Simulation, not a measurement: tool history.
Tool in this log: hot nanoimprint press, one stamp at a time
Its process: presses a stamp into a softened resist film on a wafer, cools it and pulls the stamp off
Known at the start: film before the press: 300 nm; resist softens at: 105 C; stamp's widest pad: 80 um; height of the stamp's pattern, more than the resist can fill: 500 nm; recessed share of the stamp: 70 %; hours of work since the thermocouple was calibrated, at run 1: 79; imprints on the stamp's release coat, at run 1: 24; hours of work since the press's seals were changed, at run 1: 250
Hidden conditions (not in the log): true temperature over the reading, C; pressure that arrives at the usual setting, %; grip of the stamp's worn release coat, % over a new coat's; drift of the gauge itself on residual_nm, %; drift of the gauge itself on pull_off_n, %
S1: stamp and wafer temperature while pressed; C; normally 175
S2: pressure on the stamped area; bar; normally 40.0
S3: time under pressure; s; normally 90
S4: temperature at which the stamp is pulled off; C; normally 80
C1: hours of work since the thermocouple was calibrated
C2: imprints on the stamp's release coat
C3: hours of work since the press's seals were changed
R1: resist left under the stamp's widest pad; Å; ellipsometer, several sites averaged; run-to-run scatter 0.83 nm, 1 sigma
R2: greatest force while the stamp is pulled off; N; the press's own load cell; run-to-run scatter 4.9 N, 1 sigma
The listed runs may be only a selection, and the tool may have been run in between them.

{"run": 1, "hour": 0.0, "S1": 175, "S2": 40.0, "S3": 90, "S4": 80, "C1": 79, "C2": 24, "C3": 250, "R1": 1147, "R2": 240}
{"run": 2, "hour": 45.6, "S1": 175, "S2": 40.0, "S3": 90, "S4": 80, "C1": 110, "C2": 196, "C3": 281, "R1": 1167, "R2": 247}
{"run": 3, "hour": 102.7, "S1": 175, "S2": 40.0, "S3": 90, "S4": 80, "C1": 149, "C2": 412, "C3": 320, "R1": 1137, "R2": 253}
{"run": 4, "hour": 147.6, "S1": 175, "S2": 40.0, "S3": 90, "S4": 69, "C1": 180, "C2": 582, "C3": 351, "R1": 1170, "R2": 312}
{"run": 5, "hour": 202.4, "S1": 175, "S2": 40.0, "S3": 90, "S4": 69, "C1": 217, "C2": 789, "C3": 388, "R1": 1178, "R2": 314}
{"run": 6, "hour": 268.2, "S1": 175, "S2": 40.0, "S3": 90, "S4": 69, "C1": 262, "C2": 1037, "C3": 433, "R1": 1194, "R2": 331}
{"run": 7, "hour": 311.9, "S1": 175, "S2": 40.0, "S3": 90, "S4": 69, "C1": 292, "C2": 1202, "C3": 463, "R1": 1179, "R2": 342}
{"run": 8, "hour": 391.4, "S1": 175, "S2": 40.0, "S3": 90, "S4": 88, "C1": 347, "C2": 1503, "C3": 518, "R1": 1198, "R2": 252}
{"run": 9, "hour": 446.7, "S1": 168, "S2": 40.0, "S3": 90, "S4": 71, "C1": 385, "C2": 1712, "C3": 556, "R1": 1726, "R2": 347}
{"hour": 466.2, "done": "stamp cleaned and given a new release coat"}
{"run": 10, "hour": 508.0, "S1": 168, "S2": 63.8, "S3": 90, "S4": 71, "C1": 422, "C2": 158, "C3": 594, "R1": 1458, "R2": 295}
{"hour": 535.4, "done": "plate thermocouple calibrated"}
{"run": 11, "hour": 576.5, "S1": 180, "S2": 26.4, "S3": 162, "S4": 71, "C1": 28, "C2": 405, "C3": 638, "R1": 822, "R2": 303}
{"run": 12, "hour": 631.1, "S1": 175, "S2": 45.1, "S3": 88, "S4": 80, "C1": 66, "C2": 611, "C3": 676, "R1": 1085, "R2": 258}
{"run": 13, "hour": 677.0, "S1": 182, "S2": 45.1, "S3": 88, "S4": 71, "C1": 97, "C2": 785, "C3": 707, "R1": 759, "R2": 316}
{"run": 14, "hour": 727.3, "S1": 182, "S2": 45.1, "S3": 88, "S4": 71, "C1": 131, "C2": 975, "C3": 742, "R1": 756, "R2": 316}
{"run": 15, "hour": 763.6, "S1": 182, "S2": 35.7, "S3": 45, "S4": 71, "C1": 156, "C2": 1112, "C3": 766, "R1": 1113, "R2": 315}

Had the tool no unlogged condition, and each run kept its random variation, what would the results have been?
run=1 R1=1121 R2=237
run=2 R1=1131 R2=239
run=3 R1=1093 R2=237
run=4 R1=1116 R2=287
run=5 R1=1114 R2=281
run=6 R1=1117 R2=285
run=7 R1=1095 R2=288
run=8 R1=1100 R2=203
run=9 R1=1586 R2=275
run=10 R1=1304 R2=282
run=11 R1=814 R2=287
run=12 R1=1060 R2=238
run=13 R1=735 R2=285
run=14 R1=726 R2=277
run=15 R1=1070 R2=272
